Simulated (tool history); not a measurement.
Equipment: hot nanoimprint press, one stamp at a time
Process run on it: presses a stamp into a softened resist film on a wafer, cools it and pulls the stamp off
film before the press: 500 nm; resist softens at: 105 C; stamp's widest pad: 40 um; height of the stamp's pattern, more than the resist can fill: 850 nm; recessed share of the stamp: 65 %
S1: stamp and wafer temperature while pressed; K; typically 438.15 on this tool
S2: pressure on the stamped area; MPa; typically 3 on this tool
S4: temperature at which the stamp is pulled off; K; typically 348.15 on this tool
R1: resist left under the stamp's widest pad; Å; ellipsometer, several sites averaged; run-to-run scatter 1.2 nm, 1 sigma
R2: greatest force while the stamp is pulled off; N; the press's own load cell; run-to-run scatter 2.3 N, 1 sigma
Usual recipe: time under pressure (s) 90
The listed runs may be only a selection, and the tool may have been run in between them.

Run 1, hour 0: usual settings. Result: R1 1888 Å, R2 140 N.
Run 2, hour 9.7: usual settings. Result: R1 1880 Å, R2 143 N.
Run 3, hour 19.2: usual settings. Result: R1 1886 Å, R2 135 N.
Run 4, hour 30: usual settings. Result: R1 1880 Å, R2 145 N.
Run 5, hour 39.1: usual settings but time under pressure (s) 114. Result: R1 1735 Å, R2 153 N.
Run 6, hour 58.1: usual settings but time under pressure (s) 114. Result: R1 1719 Å, R2 154 N.
Run 7, hour 68.8: usual settings. Result: R1 1867 Å, R2 143 N.
Run 8, hour 86.3: usual settings. Result: R1 1878 Å, R2 154 N.
Run 9, hour 101.9: usual settings but S2 2.44 MPa. Result: R1 2092 Å, R2 154 N.
Run 10, hour 111.6: usual settings but S2 2.44 MPa. Result: R1 2118 Å, R2 155 N.
Run 11, hour 127.9: usual settings but S4 344.15 K. Result: R1 1893 Å, R2 175 N.
Run 12, hour 145.3: usual settings but time under pressure (s) 54. Result: R1 2269 Å, R2 161 N.
Run 13, hour 165.4: usual settings but time under pressure (s) 114. Result: R1 1733 Å, R2 166 N.
Run 14, hour 180.1: usual settings but time under pressure (s) 114. Result: R1 1756 Å, R2 170 N.
Run 15, hour 197.6: usual settings but time under pressure (s) 114. Result: R1 1741 Å, R2 171 N.
Run 16, hour 207.6: usual settings but time under pressure (s) 114. Result: R1 1755 Å, R2 171 N.
Run 17, hour 219.6: usual settings but S2 2.42 MPa, time under pressure (s) 164. Result: R1 1715 Å, R2 176 N.
Run 18, hour 234.4: usual settings but S2 2.42 MPa, time under pressure (s) 164. Result: R1 1727 Å, R2 173 N.
Run 19, hour 244.2: usual settings but time under pressure (s) 82. Result: R1 1976 Å, R2 175 N.
Run 20, hour 261.8: usual settings but S1 428.15 K, S2 2.66 MPa, time under pressure (s) 82, S4 340.15 K. Result: R1 3307 Å, R2 209 N.
Run 21, hour 278.5: usual settings but S1 430.15 K, S2 2.66 MPa, time under pressure (s) 82, S4 354.15 K. Result: R1 3075 Å, R2 160 N.
Run 22, hour 298.1: usual settings but S1 430.15 K, S2 1.99 MPa, S4 349.15 K. Result: R1 3397 Å, R2 180 N.
Run 23, hour 311.7: usual settings but S1 430.15 K, S2 1.99 MPa, S4 349.15 K. Result: R1 3380 Å, R2 188 N.
Run 24, hour 331.3: usual settings but S1 430.15 K, S2 1.99 MPa, S4 349.15 K. Result: R1 3373 Å, R2 185 N.
Run 25, hour 350: usual settings but S2 2.85 MPa, time under pressure (s) 55. Result: R1 2375 Å, R2 191 N.
Run 26, hour 360: usual settings but S1 428.15 K, S2 2.85 MPa, time under pressure (s) 109. Result: R1 3036 Å, R2 192 N.
Run 27, hour 372.7: usual settings but S1 447.15 K, S2 2.21 MPa, time under pressure (s) 53. Result: R1 1835 Å, R2 201 N.
Run 28, hour 391.6: usual settings but S1 447.15 K, S2 2.21 MPa, time under pressure (s) 53. Result: R1 1832 Å, R2 208 N.
Run 29, hour 403.8: usual settings but S1 447.15 K, S2 2.21 MPa, time under pressure (s) 53. Result: R1 1833 Å, R2 198 N.
Run 30, hour 414.9: usual settings but S1 447.15 K, S2 2.21 MPa, time under pressure (s) 53. Result: R1 1827 Å, R2 208 N.

The same runs without the tool's hidden state, with the same run-to-run variation:
The hidden state here: true temperature over the reading, C; pressure that arrives at the usual setting, %; grip of the stamp's worn release coat, % over a new coat's; drift of the gauge itself on residual_nm, %; drift of the gauge itself on pull_off_n, %.
run    R1   R2
  1  1892  102
  2  1882  104
  3  1887   97
  4  1879  103
  5  1732  108
  6  1713  107
  7  1860   98
  8  1868  103
  9  2080  102
 10  2105  101
 11  1877  114
 12  2247  103
 13  1713  104
 14  1733  106
 15  1715  104
 16  1728  103
 17  1689  106
 18  1699  101
 19  1940  103
 20  3258  121
 21  3023   91
 22  3346  100
 23  3326  104
 24  3315  101
 25  2316  102
 26  2963  100
 27  1791  105
 28  1785  108
 29  1785  100
 30  1778  106

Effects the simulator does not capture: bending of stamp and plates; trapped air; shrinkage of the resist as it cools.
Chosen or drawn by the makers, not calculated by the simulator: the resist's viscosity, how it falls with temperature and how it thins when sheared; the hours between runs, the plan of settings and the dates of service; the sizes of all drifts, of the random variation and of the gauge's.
